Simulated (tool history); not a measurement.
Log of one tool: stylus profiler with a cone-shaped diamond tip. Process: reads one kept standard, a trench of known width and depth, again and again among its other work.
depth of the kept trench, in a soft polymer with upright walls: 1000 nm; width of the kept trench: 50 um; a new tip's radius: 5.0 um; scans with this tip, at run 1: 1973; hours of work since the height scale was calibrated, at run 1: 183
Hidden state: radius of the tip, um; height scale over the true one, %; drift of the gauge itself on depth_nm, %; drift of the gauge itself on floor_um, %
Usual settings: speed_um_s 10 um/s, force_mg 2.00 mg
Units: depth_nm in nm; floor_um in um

run,hour,speed_um_s,force_mg,scans with this tip,hours of work since the height scale was calibrated,depth_nm,floor_um
1,0.0,10,2.00,1973,183,1011.55,43.60
2,20.4,10,2.00,2074,193,1011.49,43.56
3,45.8,10,2.00,2199,205,1011.84,43.53
4,69.0,9,2.00,2314,215,1011.53,43.55
5,110.6,3,2.00,2521,234,1011.94,43.52
6,129.0,3,2.00,2612,243,1011.56,43.54
7,159.4,3,2.00,2762,257,1011.77,43.51
8,180.7,3,2.00,2868,267,1011.82,43.45
9,205.9,3,2.00,2993,278,1011.73,43.48
10,247.8,3,2.00,3200,298,1011.89,43.42
11,266.4,9,2.00,3292,306,1012.02,43.31
12,300.3,9,2.00,3460,322,1011.68,43.36
13,328.3,7,2.00,3599,335,1011.80,43.30
14,362.7,7,2.00,3769,351,1011.77,43.28
15,390.5,7,2.00,3907,363,1011.83,43.25
16,409.2,12,2.00,3999,372,1012.09,43.19
17,430.6,12,2.00,4106,382,1012.08,43.15
18,456.5,10,2.00,4234,394,1011.90,43.18
19,498.9,10,2.00,4444,413,1012.00,43.10
20,535.1,36,2.29,4623,430,1013.09,42.97
21,573.2,36,2.29,4812,448,1013.17,42.90
22,595.7,36,2.29,4923,458,1013.06,42.89
23,629.1,36,2.29,5088,473,1013.09,42.84
24,648.6,36,2.29,5185,482,1012.87,42.79
25,669.7,9,0.71,5290,492,1006.96,42.92
26,707.7,9,0.71,5478,509,1006.86,42.87
27,750.5,9,3.40,5690,529,1016.77,42.96
28,782.6,9,3.40,5849,544,1016.86,42.92
29,822.8,8,3.32,6048,563,1016.64,42.87
30,843.4,3,1.64,6150,572,1010.78,42.84
31,864.8,20,1.29,6256,582,1009.62,42.70
32,899.6,20,1.29,6428,598,1009.82,42.65
33,920.8,3,0.78,6534,608,1007.20,42.77
34,964.7,3,0.95,6751,628,1008.45,42.76
35,994.7,5,0.70,6899,642,1006.86,42.66
36,1033.2,5,0.70,7090,659,1007.01,42.66
37,1065.5,39,0.70,7250,674,1007.13,42.20

Forecast each of these 4 alternatives for the next run:
A,1084.5,14,3.93,7344,683,?,?
B,1084.5,17,0.70,7344,683,?,?
C,1084.5,10,2.01,7344,683,?,?
D,1084.5,10,1.41,7344,683,?,?

run,depth_nm,floor_um
A,1018.59,42.58
B,1007.19,42.42
C,1012.59,42.59
D,1010.34,42.55
Without the tool's hidden state the same runs would have given:
run,depth_nm,floor_um
A,1016.70,43.94
B,1005.33,43.77
C,1010.72,43.94
D,1008.47,43.90
